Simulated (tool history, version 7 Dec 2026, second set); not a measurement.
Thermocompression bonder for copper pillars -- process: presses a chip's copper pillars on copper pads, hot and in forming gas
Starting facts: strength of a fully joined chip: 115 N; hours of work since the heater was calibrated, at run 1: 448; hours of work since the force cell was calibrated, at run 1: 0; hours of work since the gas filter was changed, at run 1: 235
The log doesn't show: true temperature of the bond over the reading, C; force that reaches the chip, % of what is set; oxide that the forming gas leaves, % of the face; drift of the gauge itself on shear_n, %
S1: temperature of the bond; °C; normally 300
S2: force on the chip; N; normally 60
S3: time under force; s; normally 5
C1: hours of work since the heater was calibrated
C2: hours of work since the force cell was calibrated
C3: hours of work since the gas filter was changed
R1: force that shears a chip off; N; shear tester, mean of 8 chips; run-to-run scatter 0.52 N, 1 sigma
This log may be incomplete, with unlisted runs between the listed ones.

run   hour   S1  S2  S3   C1   C2   C3    R1
  1    0.0  300  60   5  448    0  235  75.9
  2   26.7  300  60   5  464   16  251  76.4
  3   62.4  300  60   7  485   37  272  81.9
  4   95.1  300  60  14  504   56  291  93.6
  5  117.4  300  60  14  518   69  304  92.8
     156.2  -- forming gas filter changed
  6  158.7  300  60  14  542   93    1  98.6
  7  196.4  300  60  14  564  115   24  98.1

Run 8, settings as shown, results not yet in. Your forecast:
     201.8  -- heater calibrated with a thermocouple chip
  8  241.1  300  37  10  23  140  49   ?

{"run 8": {"R1": 66.4}}
Were there no unlogged condition in the tool, this run, its random variation unchanged, would have produced R1 69.5 N.
